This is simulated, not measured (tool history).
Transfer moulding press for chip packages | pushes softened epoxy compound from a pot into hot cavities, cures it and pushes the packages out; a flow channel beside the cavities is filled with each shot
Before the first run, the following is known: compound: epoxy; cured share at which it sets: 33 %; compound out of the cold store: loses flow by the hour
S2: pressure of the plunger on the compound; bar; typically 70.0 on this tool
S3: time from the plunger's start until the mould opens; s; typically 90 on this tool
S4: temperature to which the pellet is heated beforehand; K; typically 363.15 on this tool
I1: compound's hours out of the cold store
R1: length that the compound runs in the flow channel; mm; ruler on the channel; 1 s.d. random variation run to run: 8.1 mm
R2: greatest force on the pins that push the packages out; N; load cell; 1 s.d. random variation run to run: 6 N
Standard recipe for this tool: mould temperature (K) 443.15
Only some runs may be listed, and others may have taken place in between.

run 1 hour=0.0 | mould_temperature_(K)=443.15 S2=70.0 S3=90 S4=363.15 | I1=27.2 | R1=951 R2=227
run 2 hour=64.5 | mould_temperature_(K)=443.15 S2=70.0 S3=90 S4=363.15 | I1=17.7 | R1=984 R2=421
-- hour=89.2 cavities cleaned with cleaning compound and waxed
run 3 hour=98.8 | mould_temperature_(K)=443.15 S2=70.0 S3=90 S4=363.15 | I1=29.9 | R1=933 R2=287
-- hour=120.1 plunger's sealing rings changed
run 4 hour=156.3 | mould_temperature_(K)=443.15 S2=70.0 S3=90 S4=363.15 | I1=40.4 | R1=914 R2=426
-- hour=179.0 cavities cleaned with cleaning compound and waxed
run 5 hour=230.1 | mould_temperature_(K)=443.15 S2=70.0 S3=90 S4=363.15 | I1=22.5 | R1=978 R2=393
-- hour=269.2 cavities cleaned with cleaning compound and waxed
run 6 hour=282.1 | mould_temperature_(K)=443.15 S2=70.0 S3=90 S4=363.15 | I1=42.1 | R1=891 R2=298
run 7 hour=335.4 | mould_temperature_(K)=443.15 S2=70.0 S3=90 S4=363.15 | I1=23.3 | R1=968 R2=420
-- hour=359.3 cavities cleaned with cleaning compound and waxed
run 8 hour=375.8 | mould_temperature_(K)=443.15 S2=70.0 S3=90 S4=363.15 | I1=25.5 | R1=954 R2=313
run 9 hour=410.6 | mould_temperature_(K)=443.15 S2=70.0 S3=90 S4=363.15 | I1=45.0 | R1=864 R2=390
-- hour=451.3 cavities cleaned with cleaning compound and waxed
-- hour=475.8 plunger's sealing rings changed
run 10 hour=479.0 | mould_temperature_(K)=443.15 S2=70.0 S3=90 S4=363.15 | I1=23.0 | R1=996 R2=360
run 11 hour=512.3 | mould_temperature_(K)=443.15 S2=70.0 S3=123 S4=363.15 | I1=33.7 | R1=946 R2=372
-- hour=542.6 cavities cleaned with cleaning compound and waxed
run 12 hour=586.3 | mould_temperature_(K)=443.15 S2=70.0 S3=123 S4=363.15 | I1=30.3 | R1=952 R2=328
-- hour=630.7 cavities cleaned with cleaning compound and waxed
run 13 hour=647.1 | mould_temperature_(K)=443.15 S2=70.0 S3=77 S4=363.15 | I1=30.4 | R1=936 R2=375
run 14 hour=681.0 | mould_temperature_(K)=443.15 S2=70.0 S3=77 S4=363.15 | I1=42.9 | R1=883 R2=460
-- hour=721.3 cavities cleaned with cleaning compound and waxed
run 15 hour=747.7 | mould_temperature_(K)=443.15 S2=70.0 S3=127 S4=370.15 | I1=43.1 | R1=871 R2=312
run 16 hour=790.6 | mould_temperature_(K)=443.15 S2=70.0 S3=90 S4=358.15 | I1=30.1 | R1=909 R2=427
-- hour=810.8 cavities cleaned with cleaning compound and waxed
-- hour=828.4 plunger's sealing rings changed
run 17 hour=842.5 | mould_temperature_(K)=443.15 S2=70.0 S3=90 S4=358.15 | I1=27.2 | R1=982 R2=355
-- hour=905.9 cavities cleaned with cleaning compound and waxed
run 18 hour=906.9 | mould_temperature_(K)=438.15 S2=60.0 S3=84 S4=367.15 | I1=14.6 | R1=968 R2=316
run 19 hour=973.7 | mould_temperature_(K)=443.15 S2=70.0 S3=93 S4=357.15 | I1=21.4 | R1=1008 R2=412
-- hour=997.9 cavities cleaned with cleaning compound and waxed
run 20 hour=1030.6 | mould_temperature_(K)=445.15 S2=54.3 S3=93 S4=357.15 | I1=35.2 | R1=800 R2=357
run 21 hour=1068.6 | mould_temperature_(K)=443.15 S2=70.0 S3=90 S4=368.15 | I1=41.0 | R1=892 R2=405
-- hour=1083.6 mould's thermocouples calibrated
-- hour=1091.4 cavities cleaned with cleaning compound and waxed
run 22 hour=1143.1 | mould_temperature_(K)=440.15 S2=78.2 S3=89 S4=358.15 | I1=18.5 | R1=1050 R2=459
-- hour=1179.9 cavities cleaned with cleaning compound and waxed
-- hour=1186.0 plunger's sealing rings changed
run 23 hour=1212.8 | mould_temperature_(K)=448.15 S2=70.0 S3=116 S4=363.15 | I1=23.0 | R1=976 R2=308
run 24 hour=1245.6 | mould_temperature_(K)=448.15 S2=70.0 S3=116 S4=363.15 | I1=30.2 | R1=931 R2=365
-- hour=1270.6 cavities cleaned with cleaning compound and waxed
run 25 hour=1299.7 | mould_temperature_(K)=448.15 S2=83.1 S3=116 S4=370.15 | I1=13.3 | R1=1098 R2=308
run 26 hour=1345.2 | mould_temperature_(K)=448.15 S2=83.1 S3=116 S4=370.15 | I1=16.5 | R1=1077 R2=385
-- hour=1361.7 cavities cleaned with cleaning compound and waxed
run 27 hour=1408.8 | mould_temperature_(K)=448.15 S2=83.1 S3=116 S4=370.15 | I1=40.1 | R1=961 R2=350

Here are 4 independent what-if runs from the current tool condition. What would each one return?
-- hour=1448.4 cavities cleaned with cleaning compound and waxed
run A hour=1456.6 | mould_temperature_(K)=443.15 S2=56.0 S3=90 S4=363.15 | I1=24.5 | R1=? R2=?
-- hour=1448.4 cavities cleaned with cleaning compound and waxed
run B hour=1456.6 | mould_temperature_(K)=445.15 S2=80.6 S3=90 S4=363.15 | I1=9.8 | R1=? R2=?
-- hour=1448.4 cavities cleaned with cleaning compound and waxed
run C hour=1456.6 | mould_temperature_(K)=443.15 S2=59.9 S3=90 S4=366.15 | I1=10.8 | R1=? R2=?
-- hour=1448.4 cavities cleaned with cleaning compound and waxed
run D hour=1456.6 | mould_temperature_(K)=444.15 S2=65.4 S3=116 S4=365.15 | I1=42.2 | R1=? R2=?

run=A R1=858 R2=263
run=B R1=1100 R2=257
run=C R1=950 R2=265
run=D R1=858 R2=235
Without the tool's unlogged condition, the same runs would have read:
run=A R1=894 R2=223
run=B R1=1147 R2=217
run=C R1=991 R2=225
run=D R1=894 R2=199

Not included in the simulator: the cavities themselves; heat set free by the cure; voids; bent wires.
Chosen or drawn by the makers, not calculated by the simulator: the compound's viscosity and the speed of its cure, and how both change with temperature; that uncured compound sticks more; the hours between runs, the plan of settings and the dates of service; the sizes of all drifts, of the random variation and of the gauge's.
